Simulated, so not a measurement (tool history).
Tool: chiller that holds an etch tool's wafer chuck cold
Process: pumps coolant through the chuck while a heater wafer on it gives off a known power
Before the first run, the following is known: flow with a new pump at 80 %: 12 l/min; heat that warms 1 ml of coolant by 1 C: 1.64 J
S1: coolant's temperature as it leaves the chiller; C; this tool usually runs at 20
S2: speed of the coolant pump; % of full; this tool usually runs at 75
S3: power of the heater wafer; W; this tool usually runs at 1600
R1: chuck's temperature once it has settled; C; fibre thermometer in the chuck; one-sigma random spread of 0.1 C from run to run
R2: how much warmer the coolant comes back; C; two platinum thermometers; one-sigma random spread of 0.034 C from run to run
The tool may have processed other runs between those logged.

run      day  S1   S2    S3    R1    R2
  1    0.000  20   75  1600  43.1  5.64
  2    6.321  20   75  1600  43.3  5.69
  3   11.050  20   75  1600  43.2  5.69
  4   17.838  20   75  1600  43.3  5.64
  5   20.779  20   75  1600  43.3  5.69
  6   25.612  20   69  1600  44.8  6.25
  7   29.738  20   75  1600  43.5  5.70
  8   36.004  20   75  1600  43.4  5.75
  9   41.467  20   75  1600  43.5  5.74
 10   47.258  20   75  1600  43.6  5.83
 11   51.283  20   75  1476  41.7  5.35
 12   57.821  20   75  1476  41.9  5.32
 13   64.933  20   75  1476  41.9  5.40
 14   71.121  20  100  1600  39.3  4.33
 15   74.329  20  100  1600  39.3  4.27
      77.862  -- coolant changed, channels flushed
 16   79.917  20  100  1600  38.1  4.37
 17   85.150  11   99  1659  29.8  4.54
 18   90.242  13   65  1504  36.1  6.46
 19   93.946  13   65  1308  33.1  5.63
 20   96.938  20   93  1600  39.1  4.69
 21  100.525  20   77  1600  42.0  5.70
 22  104.417  20   76  2026  48.0  7.38
 23  111.083  20   75  1026  34.3  3.76
 24  117.354  20   75  1026  34.3  3.78
 25  124.092  20   75  1026  34.4  3.78
 26  130.008  29   71  1244  47.3  4.92
     134.908  -- chiller's thermometer calibrated
 27  136.858  14   73  1244  32.1  4.85
 28  141.625  13   73  1455  34.4  5.61
 29  145.638  13   73  1455  34.5  5.62

The next listed run, before its measurement:
 30  149.167  20  90  1963   ?   ?

{"run 30": {"R1": 44.7, "R2": 6.12}}
Had the tool carried no hidden state, the very same run would have given R1 41.8 C, R2 5.29 C.

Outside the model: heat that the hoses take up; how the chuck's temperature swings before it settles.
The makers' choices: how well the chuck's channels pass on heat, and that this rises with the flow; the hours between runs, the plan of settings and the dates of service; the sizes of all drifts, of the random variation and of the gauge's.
